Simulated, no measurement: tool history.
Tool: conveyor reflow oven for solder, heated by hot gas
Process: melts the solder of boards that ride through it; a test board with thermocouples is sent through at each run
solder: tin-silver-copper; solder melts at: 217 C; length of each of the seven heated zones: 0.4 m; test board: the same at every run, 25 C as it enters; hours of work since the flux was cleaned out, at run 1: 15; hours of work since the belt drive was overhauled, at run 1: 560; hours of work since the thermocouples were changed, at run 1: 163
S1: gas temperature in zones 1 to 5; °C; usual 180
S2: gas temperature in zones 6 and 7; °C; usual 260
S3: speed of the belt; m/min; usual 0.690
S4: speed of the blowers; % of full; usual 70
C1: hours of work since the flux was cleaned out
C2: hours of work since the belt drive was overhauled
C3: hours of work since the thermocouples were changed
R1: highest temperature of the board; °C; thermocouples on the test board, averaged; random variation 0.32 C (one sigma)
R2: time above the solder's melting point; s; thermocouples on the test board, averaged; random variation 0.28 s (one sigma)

run   hour   S1   S2     S3  S4   C1   C2   C3     R1    R2
  1    0.0  180  260  0.690  70   15  560  163  245.1  49.9
  2   94.0  180  260  0.690  70   58  602  206  245.5  49.9
  3  146.7  180  260  0.690  70   81  626  229  244.5  49.6
  4  190.4  180  260  0.690  69  101  646  249  244.9  49.3
  5  279.0  180  260  0.690  70  141  686  289  245.1  49.1
     333.1  -- belt drive overhauled, speed set with a stopwatch
  6  354.0  180  260  0.690  51  173    9  321  239.6  42.4
     364.8  -- flux residue cleaned out of gas plates and filters
  7  408.8  180  260  0.690  51   20   32  343  239.4  41.8
  8  492.3  180  260  0.690  70   58   70  381  242.9  47.0
     537.1  -- flux residue cleaned out of gas plates and filters, once more
  9  543.5  180  260  0.702  70    3   90  402  243.8  46.7
 10  595.4  172  260  0.690  62   26  114  425  241.4  42.5
 11  635.7  180  264  0.647  70   44  132  444  248.9  55.9
 12  691.1  180  264  0.647  70   69  157  469  249.1  56.0
 13  761.4  180  264  0.647  70  101  189  500  249.0  56.2
 14  830.7  180  252  0.690  61  132  220  532  235.0  39.2
 15  897.6  180  252  0.690  61  163  250  562  235.5  39.5
 16  942.3  194  275  0.690  72  183  270  582  258.7  63.4

Hidden state at the last listed run before each entry between runs and at the first one after, where it differs:
Between runs 5 and 6: belt drive overhauled, speed set with a stopwatch (hour 333.1)
  heat that the gas passes to the board, % of a clean oven's: 98 -> 97.6; belt's true speed, % of the reading: 98 -> 99.93; true gas temperature in zones 6 and 7 over the reading, C: -1.03 -> -1.12
  measured less the result without the state, R1: -0.7 -> -1.4 °C; R2: +0.4 -> -1.5 s
Between runs 6 and 7: flux residue cleaned out of gas plates and filters (hour 364.8)
  heat that the gas passes to the board, % of a clean oven's: 97.6 -> 96.6; belt's true speed, % of the reading: 99.93 -> 99.86; true gas temperature in zones 6 and 7 over the reading, C: -1.12 -> -1.18
  measured less the result without the state, R1: -1.4 -> -1.7 °C; R2: -1.5 -> -1.8 s
Between runs 8 and 9: flux residue cleaned out of gas plates and filters, once more (hour 537.1)
  heat that the gas passes to the board, % of a clean oven's: 96.1 -> 99.9; belt's true speed, % of the reading: 99.75 -> 99.69; true gas temperature in zones 6 and 7 over the reading, C: -1.28 -> -1.34
  measured less the result without the state, R1: -1.9 -> -1.1 °C; R2: -1.7 -> -0.6 s

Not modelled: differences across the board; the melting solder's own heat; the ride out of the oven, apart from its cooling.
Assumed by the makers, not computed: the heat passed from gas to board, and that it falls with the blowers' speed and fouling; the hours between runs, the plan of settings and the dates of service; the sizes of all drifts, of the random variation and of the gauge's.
